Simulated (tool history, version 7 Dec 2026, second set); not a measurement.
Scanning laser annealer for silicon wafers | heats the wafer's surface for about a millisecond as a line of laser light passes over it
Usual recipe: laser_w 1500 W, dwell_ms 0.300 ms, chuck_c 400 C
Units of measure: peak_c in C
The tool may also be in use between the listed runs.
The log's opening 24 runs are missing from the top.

run,hour,laser_w,dwell_ms,chuck_c,peak_c
25,1130.1,1377,0.271,395,995
26,1184.0,1398,0.249,390,974
27,1244.0,1309,0.232,403,929
# hour 1250.7: laser's power meter calibrated
28,1294.2,1500,0.233,400,1004
29,1326.3,1500,0.228,370,969
30,1386.5,1500,0.228,370,967
31,1447.1,1500,0.228,370,966
32,1502.2,1460,0.214,415,979
33,1555.5,1460,0.214,415,979
34,1589.5,1460,0.291,389,1030
# hour 1632.8: laser's power meter calibrated, once more
# hour 1645.6: window over the wafer cleaned
35,1653.2,1368,0.291,435,1063
36,1707.3,1500,0.262,408,1064
37,1759.7,1422,0.250,373,977
38,1820.9,1287,0.340,400,1024
39,1863.9,1324,0.245,400,959
40,1898.3,1276,0.245,400,937

Predict each of these 5 candidate next runs independently; none follows another, all start after run 40:
A,1946.5,1443,0.362,425,?
B,1946.5,1380,0.371,379,?
C,1946.5,1276,0.245,398,?
D,1946.5,1570,0.300,381,?
E,1946.5,1637,0.300,400,?

run,peak_c
A,1144
B,1073
C,934
D,1099
E,1149
Stripped of hidden state, with their random variation kept, the same runs would have yielded:
run,peak_c
A,1160
B,1088
C,946
D,1115
E,1166
